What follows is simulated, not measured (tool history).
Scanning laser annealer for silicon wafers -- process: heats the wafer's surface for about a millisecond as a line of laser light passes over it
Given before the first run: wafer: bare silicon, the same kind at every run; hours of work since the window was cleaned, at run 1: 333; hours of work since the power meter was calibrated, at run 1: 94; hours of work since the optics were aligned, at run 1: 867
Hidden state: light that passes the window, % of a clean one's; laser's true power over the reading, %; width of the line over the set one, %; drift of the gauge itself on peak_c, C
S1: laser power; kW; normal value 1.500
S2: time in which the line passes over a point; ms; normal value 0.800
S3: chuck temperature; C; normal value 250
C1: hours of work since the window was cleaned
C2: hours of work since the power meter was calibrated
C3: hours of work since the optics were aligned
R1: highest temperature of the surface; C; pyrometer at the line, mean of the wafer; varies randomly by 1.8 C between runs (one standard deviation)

{"run": 1, "hour": 0.0, "S1": 1.5, "S2": 0.8, "S3": 250, "C1": 333, "C2": 94, "C3": 867, "R1": 962}
{"run": 2, "hour": 24.1, "S1": 1.5, "S2": 0.8, "S3": 250, "C1": 344, "C2": 105, "C3": 878, "R1": 965}
{"run": 3, "hour": 40.7, "S1": 1.5, "S2": 0.8, "S3": 250, "C1": 351, "C2": 112, "C3": 886, "R1": 966}
{"run": 4, "hour": 79.0, "S1": 1.5, "S2": 0.8, "S3": 214, "C1": 369, "C2": 130, "C3": 903, "R1": 926}
{"run": 5, "hour": 95.7, "S1": 1.5, "S2": 0.8, "S3": 214, "C1": 377, "C2": 138, "C3": 911, "R1": 925}
{"run": 6, "hour": 131.3, "S1": 1.5, "S2": 0.8, "S3": 228, "C1": 393, "C2": 154, "C3": 927, "R1": 944}
{"hour": 137.5, "done": "window over the wafer cleaned"}
{"run": 7, "hour": 153.2, "S1": 1.318, "S2": 0.8, "S3": 250, "C1": 7, "C2": 163, "C3": 936, "R1": 852}
{"run": 8, "hour": 180.0, "S1": 1.5, "S2": 0.8, "S3": 250, "C1": 19, "C2": 175, "C3": 949, "R1": 962}
{"run": 9, "hour": 196.2, "S1": 1.5, "S2": 0.8, "S3": 250, "C1": 27, "C2": 183, "C3": 956, "R1": 965}
{"run": 10, "hour": 217.1, "S1": 1.5, "S2": 0.925, "S3": 250, "C1": 36, "C2": 192, "C3": 966, "R1": 1016}
{"run": 11, "hour": 256.1, "S1": 1.5, "S2": 0.8, "S3": 250, "C1": 54, "C2": 210, "C3": 984, "R1": 963}
{"run": 12, "hour": 273.3, "S1": 1.5, "S2": 0.8, "S3": 250, "C1": 62, "C2": 218, "C3": 992, "R1": 964}
{"run": 13, "hour": 302.8, "S1": 1.577, "S2": 0.8, "S3": 250, "C1": 76, "C2": 231, "C3": 1005, "R1": 1014}
{"run": 14, "hour": 341.2, "S1": 1.577, "S2": 0.8, "S3": 250, "C1": 93, "C2": 249, "C3": 1023, "R1": 1013}
{"run": 15, "hour": 365.1, "S1": 1.577, "S2": 0.8, "S3": 250, "C1": 104, "C2": 260, "C3": 1034, "R1": 1010}
{"run": 16, "hour": 403.5, "S1": 1.577, "S2": 0.8, "S3": 250, "C1": 122, "C2": 278, "C3": 1051, "R1": 1019}
{"run": 17, "hour": 441.4, "S1": 1.577, "S2": 0.8, "S3": 250, "C1": 139, "C2": 295, "C3": 1069, "R1": 1014}
{"run": 18, "hour": 466.6, "S1": 1.5, "S2": 0.8, "S3": 250, "C1": 151, "C2": 306, "C3": 1080, "R1": 964}
{"run": 19, "hour": 489.9, "S1": 1.5, "S2": 0.8, "S3": 250, "C1": 161, "C2": 317, "C3": 1091, "R1": 965}
{"run": 20, "hour": 509.1, "S1": 1.5, "S2": 0.8, "S3": 250, "C1": 170, "C2": 326, "C3": 1100, "R1": 963}
{"run": 21, "hour": 535.6, "S1": 1.5, "S2": 0.8, "S3": 250, "C1": 182, "C2": 338, "C3": 1112, "R1": 964}
{"run": 22, "hour": 554.6, "S1": 1.5, "S2": 0.8, "S3": 250, "C1": 191, "C2": 347, "C3": 1120, "R1": 965}
{"run": 23, "hour": 572.2, "S1": 1.509, "S2": 0.848, "S3": 222, "C1": 199, "C2": 355, "C3": 1128, "R1": 961}
{"run": 24, "hour": 600.4, "S1": 1.5, "S2": 0.8, "S3": 212, "C1": 212, "C2": 368, "C3": 1141, "R1": 930}
{"run": 25, "hour": 621.7, "S1": 1.5, "S2": 0.83, "S3": 234, "C1": 222, "C2": 378, "C3": 1151, "R1": 960}
{"run": 26, "hour": 646.5, "S1": 1.5, "S2": 0.83, "S3": 234, "C1": 233, "C2": 389, "C3": 1162, "R1": 961}
{"run": 27, "hour": 665.8, "S1": 1.568, "S2": 0.863, "S3": 247, "C1": 242, "C2": 398, "C3": 1171, "R1": 1029}
{"run": 28, "hour": 688.8, "S1": 1.5, "S2": 0.816, "S3": 245, "C1": 252, "C2": 408, "C3": 1182, "R1": 967}
{"run": 29, "hour": 727.6, "S1": 1.54, "S2": 0.82, "S3": 250, "C1": 270, "C2": 426, "C3": 1200, "R1": 1000}
{"run": 30, "hour": 762.7, "S1": 1.54, "S2": 0.82, "S3": 250, "C1": 286, "C2": 442, "C3": 1216, "R1": 998}
{"run": 31, "hour": 794.2, "S1": 1.54, "S2": 0.643, "S3": 234, "C1": 301, "C2": 457, "C3": 1230, "R1": 905}
{"run": 32, "hour": 827.8, "S1": 1.532, "S2": 0.8, "S3": 250, "C1": 316, "C2": 472, "C3": 1245, "R1": 985}
{"run": 33, "hour": 860.0, "S1": 1.307, "S2": 0.68, "S3": 254, "C1": 331, "C2": 487, "C3": 1260, "R1": 805}
{"run": 34, "hour": 881.7, "S1": 1.307, "S2": 0.68, "S3": 254, "C1": 341, "C2": 497, "C3": 1270, "R1": 806}
{"run": 35, "hour": 919.3, "S1": 1.476, "S2": 0.8, "S3": 250, "C1": 358, "C2": 514, "C3": 1287, "R1": 947}
{"run": 36, "hour": 939.8, "S1": 1.562, "S2": 0.595, "S3": 269, "C1": 367, "C2": 523, "C3": 1297, "R1": 927}
{"run": 37, "hour": 979.1, "S1": 1.41, "S2": 0.694, "S3": 256, "C1": 385, "C2": 541, "C3": 1315, "R1": 875}
{"hour": 1001.4, "done": "window over the wafer cleaned"}
{"run": 38, "hour": 1017.8, "S1": 1.41, "S2": 0.616, "S3": 287, "C1": 8, "C2": 558, "C3": 1332, "R1": 871}
{"run": 39, "hour": 1038.1, "S1": 1.454, "S2": 0.83, "S3": 224, "C1": 17, "C2": 567, "C3": 1341, "R1": 924}
{"run": 40, "hour": 1061.1, "S1": 1.381, "S2": 0.859, "S3": 250, "C1": 27, "C2": 578, "C3": 1351, "R1": 910}

Hidden condition of the tool, last listed run before each entry between runs versus first listed run after:
After run 6, before run 7: window over the wafer cleaned (hour 137.5)
  light that passes the window, % of a clean one's: 99.95 -> 100
After run 37, before run 38: window over the wafer cleaned (hour 1001.4)
  light that passes the window, % of a clean one's: 99.96 -> 100
